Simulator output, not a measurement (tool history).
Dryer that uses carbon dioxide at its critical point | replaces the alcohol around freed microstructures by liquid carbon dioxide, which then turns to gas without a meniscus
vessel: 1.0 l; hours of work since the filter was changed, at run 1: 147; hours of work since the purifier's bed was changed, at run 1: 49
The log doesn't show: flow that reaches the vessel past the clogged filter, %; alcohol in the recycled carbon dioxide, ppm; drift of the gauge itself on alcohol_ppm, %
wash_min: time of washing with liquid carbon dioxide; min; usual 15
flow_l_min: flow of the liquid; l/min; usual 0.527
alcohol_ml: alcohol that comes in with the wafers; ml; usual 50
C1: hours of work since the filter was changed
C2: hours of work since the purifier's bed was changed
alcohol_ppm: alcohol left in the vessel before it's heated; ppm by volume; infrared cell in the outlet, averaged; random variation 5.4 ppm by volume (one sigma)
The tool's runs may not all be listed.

run 1 hour=0 | wash_min=15 flow_l_min=0.527 alcohol_ml=50 | C1=147 C2=49 | alcohol_ppm=197
run 2 hour=32.6 | wash_min=15 flow_l_min=0.527 alcohol_ml=50 | C1=173 C2=75 | alcohol_ppm=204
run 3 hour=60.5 | wash_min=15 flow_l_min=0.613 alcohol_ml=50 | C1=195 C2=97 | alcohol_ppm=111
run 4 hour=82.9 | wash_min=15 flow_l_min=0.527 alcohol_ml=50 | C1=213 C2=115 | alcohol_ppm=234
run 5 hour=121.5 | wash_min=15 flow_l_min=0.527 alcohol_ml=50 | C1=243 C2=145 | alcohol_ppm=259
run 6 hour=142.4 | wash_min=10 flow_l_min=0.527 alcohol_ml=50 | C1=260 C2=162 | alcohol_ppm=1411
-- hour=173.9 inlet filter changed
run 7 hour=187.7 | wash_min=22 flow_l_min=0.527 alcohol_ml=50 | C1=11 C2=197 | alcohol_ppm=62
run 8 hour=207.8 | wash_min=22 flow_l_min=0.527 alcohol_ml=50 | C1=27 C2=213 | alcohol_ppm=62
run 9 hour=246.2 | wash_min=22 flow_l_min=0.527 alcohol_ml=50 | C1=57 C2=243 | alcohol_ppm=78
run 10 hour=269.5 | wash_min=22 flow_l_min=0.527 alcohol_ml=50 | C1=76 C2=262 | alcohol_ppm=73
run 11 hour=312.3 | wash_min=15 flow_l_min=0.527 alcohol_ml=50 | C1=110 C2=295 | alcohol_ppm=245
run 12 hour=345.6 | wash_min=15 flow_l_min=0.527 alcohol_ml=50 | C1=136 C2=322 | alcohol_ppm=248
run 13 hour=390.8 | wash_min=15 flow_l_min=0.55 alcohol_ml=50 | C1=172 C2=358 | alcohol_ppm=231
run 14 hour=412 | wash_min=15 flow_l_min=0.55 alcohol_ml=50 | C1=189 C2=374 | alcohol_ppm=229
run 15 hour=449.3 | wash_min=15 flow_l_min=0.527 alcohol_ml=27 | C1=218 C2=404 | alcohol_ppm=207
run 16 hour=480.2 | wash_min=15 flow_l_min=0.527 alcohol_ml=27 | C1=243 C2=428 | alcohol_ppm=224
run 17 hour=518.2 | wash_min=15 flow_l_min=0.527 alcohol_ml=27 | C1=273 C2=458 | alcohol_ppm=229
-- hour=534 inlet filter changed
run 18 hour=544.5 | wash_min=11 flow_l_min=0.542 alcohol_ml=50 | C1=8 C2=478 | alcohol_ppm=689
run 19 hour=566.6 | wash_min=11 flow_l_min=0.542 alcohol_ml=50 | C1=26 C2=496 | alcohol_ppm=716
run 20 hour=589.7 | wash_min=14 flow_l_min=0.507 alcohol_ml=50 | C1=44 C2=514 | alcohol_ppm=396
run 21 hour=630.4 | wash_min=15 flow_l_min=0.41 alcohol_ml=31 | C1=76 C2=546 | alcohol_ppm=475
run 22 hour=649.7 | wash_min=9 flow_l_min=0.41 alcohol_ml=58 | C1=92 C2=562 | alcohol_ppm=4058
run 23 hour=668.7 | wash_min=9 flow_l_min=0.41 alcohol_ml=58 | C1=107 C2=577 | alcohol_ppm=4025
run 24 hour=694.6 | wash_min=18 flow_l_min=0.41 alcohol_ml=93 | C1=127 C2=597 | alcohol_ppm=594
run 25 hour=740.9 | wash_min=14 flow_l_min=0.43 alcohol_ml=97 | C1=164 C2=634 | alcohol_ppm=1489
run 26 hour=786.2 | wash_min=14 flow_l_min=0.43 alcohol_ml=97 | C1=200 C2=670 | alcohol_ppm=1546
run 27 hour=829.4 | wash_min=21 flow_l_min=0.478 alcohol_ml=62 | C1=234 C2=704 | alcohol_ppm=224
run 28 hour=864.4 | wash_min=17 flow_l_min=0.527 alcohol_ml=54 | C1=262 C2=732 | alcohol_ppm=286
-- hour=892.7 inlet filter changed
run 29 hour=904.9 | wash_min=17 flow_l_min=0.527 alcohol_ml=54 | C1=10 C2=763 | alcohol_ppm=238
run 30 hour=934.1 | wash_min=17 flow_l_min=0.527 alcohol_ml=54 | C1=33 C2=786 | alcohol_ppm=255
run 31 hour=965.4 | wash_min=24 flow_l_min=0.527 alcohol_ml=50 | C1=58 C2=811 | alcohol_ppm=182
run 32 hour=1000 | wash_min=15 flow_l_min=0.527 alcohol_ml=71 | C1=85 C2=838 | alcohol_ppm=422
run 33 hour=1035.4 | wash_min=15 flow_l_min=0.527 alcohol_ml=71 | C1=113 C2=866 | alcohol_ppm=432

4 ways to go on from here, each from the tool as it stands after run 33. What would each give?
run A hour=1072.7 | wash_min=15 flow_l_min=0.527 alcohol_ml=114 | C1=142 C2=896 | alcohol_ppm=?
run B hour=1072.7 | wash_min=11 flow_l_min=0.352 alcohol_ml=59 | C1=142 C2=896 | alcohol_ppm=?
run C hour=1072.7 | wash_min=15 flow_l_min=0.422 alcohol_ml=54 | C1=142 C2=896 | alcohol_ppm=?
run D hour=1072.7 | wash_min=9 flow_l_min=0.476 alcohol_ml=66 | C1=142 C2=896 | alcohol_ppm=?

run=A alcohol_ppm=600
run=B alcohol_ppm=3906
run=C alcohol_ppm=773
run=D alcohol_ppm=3359
Without the tool's hidden state the same runs would have given:
run=A alcohol_ppm=305
run=B alcohol_ppm=3200
run=C alcohol_ppm=460
run=D alcohol_ppm=2691

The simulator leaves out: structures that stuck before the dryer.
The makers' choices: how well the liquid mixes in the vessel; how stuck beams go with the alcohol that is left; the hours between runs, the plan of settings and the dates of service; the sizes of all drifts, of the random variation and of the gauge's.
